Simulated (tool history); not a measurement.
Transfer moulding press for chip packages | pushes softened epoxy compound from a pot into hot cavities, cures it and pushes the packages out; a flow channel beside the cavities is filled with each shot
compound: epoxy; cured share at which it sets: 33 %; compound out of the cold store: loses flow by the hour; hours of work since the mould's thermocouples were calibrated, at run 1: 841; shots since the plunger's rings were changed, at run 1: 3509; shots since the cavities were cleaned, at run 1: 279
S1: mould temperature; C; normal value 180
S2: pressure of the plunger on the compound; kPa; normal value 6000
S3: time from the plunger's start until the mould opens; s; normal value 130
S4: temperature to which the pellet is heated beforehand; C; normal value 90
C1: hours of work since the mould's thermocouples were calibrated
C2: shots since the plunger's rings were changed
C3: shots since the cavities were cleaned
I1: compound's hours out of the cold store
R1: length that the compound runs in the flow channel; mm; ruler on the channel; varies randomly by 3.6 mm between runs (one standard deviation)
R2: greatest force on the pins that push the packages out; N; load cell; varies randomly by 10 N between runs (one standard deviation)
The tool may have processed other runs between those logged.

Run 1, day 0.000: usual settings; C1 841; C2 3509; C3 279; I1 26.1. Result: R1 552 mm, R2 460 N.
At day 0.421: mould's thermocouples calibrated.
Run 2, day 1.096: usual settings but S4 100 C; C1 7; C2 3658; C3 428; I1 37.8. Result: R1 512 mm, R2 477 N.
Run 3, day 3.496: usual settings but S4 100 C; C1 30; C2 4011; C3 781; I1 24.9. Result: R1 547 mm, R2 473 N.
At day 4.633: cavities cleaned with cleaning compound and waxed.
Run 4, day 4.904: usual settings but S4 82 C; C1 44; C2 4210; C3 40; I1 46.5. Result: R1 519 mm, R2 474 N.
At day 5.996: plunger's sealing rings changed.
Run 5, day 7.075: usual settings; C1 64; C2 159; C3 344; I1 39.6. Result: R1 524 mm, R2 470 N.
Run 6, day 8.725: usual settings; C1 80; C2 402; C3 587; I1 25.0. Result: R1 548 mm, R2 472 N.
Run 7, day 9.862: usual settings; C1 92; C2 570; C3 755; I1 27.2. Result: R1 549 mm, R2 462 N.
At day 11.183: cavities cleaned with cleaning compound and waxed.
Run 8, day 11.496: usual settings; C1 107; C2 801; C3 46; I1 20.9. Result: R1 557 mm, R2 463 N.
Run 9, day 13.929: usual settings; C1 131; C2 1160; C3 405; I1 39.7. Result: R1 521 mm, R2 448 N.
Run 10, day 16.112: usual settings; C1 153; C2 1481; C3 726; I1 17.9. Result: R1 564 mm, R2 498 N.
At day 17.538: cavities cleaned with cleaning compound and waxed.
Run 11, day 18.546: usual settings; C1 176; C2 1831; C3 149; I1 10.6. Result: R1 577 mm, R2 474 N.
Run 12, day 20.050: usual settings; C1 191; C2 2052; C3 370; I1 10.9. Result: R1 587 mm, R2 477 N.
Run 13, day 21.604: usual settings but S1 183 C; C1 206; C2 2281; C3 599; I1 14.6. Result: R1 565 mm, R2 449 N.
At day 23.958: cavities cleaned with cleaning compound and waxed.
Run 14, day 24.008: usual settings but S1 183 C; C1 230; C2 2626; C3 8; I1 23.9. Result: R1 549 mm, R2 436 N.
Run 15, day 25.288: usual settings but S1 183 C; C1 242; C2 2814; C3 196; I1 17.5. Result: R1 554 mm, R2 445 N.
Run 16, day 27.433: usual settings but S1 173 C, S2 4800 kPa, S4 93 C; C1 263; C2 3130; C3 512; I1 35.5. Result: R1 486 mm, R2 653 N.
Run 17, day 28.908: usual settings but S2 6330 kPa, S4 91 C; C1 278; C2 3347; C3 729; I1 30.1. Result: R1 551 mm, R2 464 N.
At day 30.396: cavities cleaned with cleaning compound and waxed.
Run 18, day 31.362: usual settings but S2 6330 kPa, S4 91 C; C1 302; C2 3700; C3 143; I1 9.8. Result: R1 595 mm, R2 477 N.
Run 19, day 32.392: usual settings but S1 182 C, S4 87 C; C1 312; C2 3852; C3 295; I1 41.9. Result: R1 515 mm, R2 452 N.
Run 20, day 34.629: usual settings but S1 185 C, S3 122 s, S4 93 C; C1 334; C2 4181; C3 624; I1 24.9. Result: R1 541 mm, R2 453 N.
At day 35.783: plunger's sealing rings changed.
Run 21, day 35.992: usual settings but S1 172 C, S3 122 s, S4 87 C; C1 346; C2 30; C3 809; I1 30.1. Result: R1 554 mm, R2 814 N.
At day 36.908: cavities cleaned with cleaning compound and waxed.
Run 22, day 37.662: usual settings but S2 6110 kPa, S4 96 C; C1 362; C2 267; C3 110; I1 35.1. Result: R1 538 mm, R2 466 N.
Run 23, day 38.667: usual settings but S1 177 C, S2 6110 kPa, S4 86 C; C1 372; C2 415; C3 258; I1 24.7. Result: R1 567 mm, R2 520 N.
Run 24, day 41.112: usual settings but S1 187 C, S2 5320 kPa, S4 87 C; C1 396; C2 776; C3 619; I1 28.6. Result: R1 496 mm, R2 416 N.
Run 25, day 42.104: usual settings but S3 159 s, S4 92 C; C1 406; C2 922; C3 765; I1 15.7. Result: R1 574 mm, R2 431 N.
At day 43.300: cavities cleaned with cleaning compound and waxed.
Run 26, day 43.929: usual settings but S1 181 C, S3 115 s, S4 92 C; C1 424; C2 1181; C3 92; I1 27.6. Result: R1 540 mm, R2 532 N.
Run 27, day 45.075: usual settings but S1 176 C, S3 115 s, S4 96 C; C1 435; C2 1350; C3 261; I1 9.8. Result: R1 595 mm, R2 730 N.

Below are 4 alternative next runs, each starting from the tool's condition after run 27. Predict each:
Run A, day 46.550: usual settings but S2 5040 kPa, S4 94 C; C1 450; C2 1568; C3 479; I1 30.0. Result: R1 ?, R2 ?.
Run B, day 46.550: usual settings but S1 176 C; C1 450; C2 1568; C3 479; I1 18.2. Result: R1 ?, R2 ?.
Run C, day 46.550: usual settings but S1 175 C, S3 115 s, S4 98 C; C1 450; C2 1568; C3 479; I1 14.1. Result: R1 ?, R2 ?.
Run D, day 46.550: usual settings but S3 148 s; C1 450; C2 1568; C3 479; I1 19.9. Result: R1 ?, R2 ?.

run   R1   R2
  A  498  462
  B  569  554
  C  585  800
  D  564  443
The same runs, with their run-to-run variation unchanged, on a tool lacking any hidden condition would have given:
run   R1   R2
  A  498  459
  B  570  550
  C  585  794
  D  564  440

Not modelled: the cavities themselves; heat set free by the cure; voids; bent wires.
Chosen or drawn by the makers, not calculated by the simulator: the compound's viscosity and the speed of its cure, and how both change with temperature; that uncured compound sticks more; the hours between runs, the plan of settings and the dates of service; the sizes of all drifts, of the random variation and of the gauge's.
